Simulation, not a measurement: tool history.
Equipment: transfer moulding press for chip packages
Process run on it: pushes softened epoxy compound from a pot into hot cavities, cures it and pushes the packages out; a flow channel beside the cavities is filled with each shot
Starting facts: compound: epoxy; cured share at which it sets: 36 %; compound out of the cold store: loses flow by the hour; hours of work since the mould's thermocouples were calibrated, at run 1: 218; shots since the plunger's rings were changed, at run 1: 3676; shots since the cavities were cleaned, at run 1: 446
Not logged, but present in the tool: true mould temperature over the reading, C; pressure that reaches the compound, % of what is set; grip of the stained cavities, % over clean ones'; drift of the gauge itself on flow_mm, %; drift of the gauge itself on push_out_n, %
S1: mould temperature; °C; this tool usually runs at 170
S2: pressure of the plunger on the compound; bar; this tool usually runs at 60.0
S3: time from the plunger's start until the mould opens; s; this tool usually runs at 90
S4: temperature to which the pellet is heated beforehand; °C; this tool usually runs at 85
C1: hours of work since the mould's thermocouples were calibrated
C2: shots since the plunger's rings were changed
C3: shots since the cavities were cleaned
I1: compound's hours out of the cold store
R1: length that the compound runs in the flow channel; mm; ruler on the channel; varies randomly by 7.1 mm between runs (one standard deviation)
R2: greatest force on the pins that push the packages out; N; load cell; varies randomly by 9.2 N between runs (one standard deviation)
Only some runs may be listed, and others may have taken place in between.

run 1 day=0.000 | S1=170 S2=60.0 S3=90 S4=85 | C1=218 C2=3676 C3=446 | I1=16.3 | R1=857 R2=439
run 2 day=0.717 | S1=170 S2=60.0 S3=90 S4=85 | C1=229 C2=3920 C3=690 | I1=33.0 | R1=811 R2=420
-- day=1.346 cavities cleaned with cleaning compound and waxed
run 3 day=1.492 | S1=170 S2=60.0 S3=90 S4=85 | C1=241 C2=4161 C3=49 | I1=15.2 | R1=861 R2=433
run 4 day=2.196 | S1=170 S2=48.2 S3=90 S4=85 | C1=252 C2=4401 C3=289 | I1=24.9 | R1=734 R2=434
run 5 day=2.825 | S1=170 S2=48.2 S3=90 S4=85 | C1=263 C2=4615 C3=503 | I1=12.1 | R1=776 R2=430
-- day=3.138 plunger's sealing rings changed
run 6 day=3.454 | S1=170 S2=48.2 S3=90 S4=85 | C1=271 C2=108 C3=682 | I1=32.0 | R1=740 R2=413
-- day=4.079 cavities cleaned with cleaning compound and waxed
run 7 day=4.108 | S1=170 S2=48.2 S3=90 S4=85 | C1=281 C2=309 C3=10 | I1=40.8 | R1=710 R2=425
run 8 day=4.892 | S1=170 S2=60.0 S3=90 S4=85 | C1=294 C2=575 C3=276 | I1=26.6 | R1=831 R2=418
run 9 day=5.621 | S1=170 S2=60.0 S3=90 S4=85 | C1=306 C2=822 C3=523 | I1=26.5 | R1=822 R2=437
run 10 day=6.212 | S1=170 S2=60.0 S3=90 S4=85 | C1=315 C2=1024 C3=725 | I1=30.0 | R1=820 R2=419
-- day=6.696 cavities cleaned with cleaning compound and waxed
run 11 day=6.908 | S1=174 S2=60.0 S3=90 S4=85 | C1=326 C2=1240 C3=73 | I1=16.6 | R1=844 R2=352
run 12 day=7.708 | S1=174 S2=67.8 S3=90 S4=85 | C1=339 C2=1512 C3=345 | I1=13.9 | R1=894 R2=343
run 13 day=8.450 | S1=170 S2=62.0 S3=90 S4=85 | C1=351 C2=1764 C3=597 | I1=43.6 | R1=797 R2=406
run 14 day=8.925 | S1=170 S2=62.0 S3=90 S4=85 | C1=359 C2=1925 C3=758 | I1=31.7 | R1=833 R2=431
-- day=9.308 cavities cleaned with cleaning compound and waxed
run 15 day=9.592 | S1=170 S2=49.5 S3=79 S4=85 | C1=369 C2=2131 C3=97 | I1=46.1 | R1=715 R2=532
run 16 day=10.162 | S1=170 S2=60.0 S3=90 S4=89 | C1=378 C2=2324 C3=290 | I1=31.5 | R1=826 R2=411
run 17 day=10.842 | S1=170 S2=60.0 S3=90 S4=89 | C1=389 C2=2556 C3=522 | I1=46.0 | R1=774 R2=402
run 18 day=11.529 | S1=163 S2=65.9 S3=90 S4=79 | C1=400 C2=2789 C3=755 | I1=14.4 | R1=949 R2=772
-- day=11.904 cavities cleaned with cleaning compound and waxed
run 19 day=12.308 | S1=164 S2=60.0 S3=90 S4=83 | C1=412 C2=3033 C3=137 | I1=18.6 | R1=879 R2=707
run 20 day=13.217 | S1=163 S2=69.4 S3=90 S4=83 | C1=427 C2=3342 C3=446 | I1=29.4 | R1=917 R2=708
run 21 day=13.800 | S1=166 S2=50.8 S3=106 S4=83 | C1=436 C2=3539 C3=643 | I1=34.0 | R1=770 R2=414
-- day=14.538 cavities cleaned with cleaning compound and waxed
run 22 day=14.779 | S1=167 S2=52.5 S3=90 S4=85 | C1=451 C2=3852 C3=83 | I1=8.8 | R1=829 R2=564

Run 23 comes next. What will it give?
run 23 day=15.262 | S1=167 S2=52.5 S3=90 S4=85 | C1=459 C2=4016 C3=247 | I1=42.7 | R1=? R2=?

{"run 23": {"R1": 745, "R2": 517}}
Without the tool's hidden state the same run would have given R1 746 mm, R2 515 N.

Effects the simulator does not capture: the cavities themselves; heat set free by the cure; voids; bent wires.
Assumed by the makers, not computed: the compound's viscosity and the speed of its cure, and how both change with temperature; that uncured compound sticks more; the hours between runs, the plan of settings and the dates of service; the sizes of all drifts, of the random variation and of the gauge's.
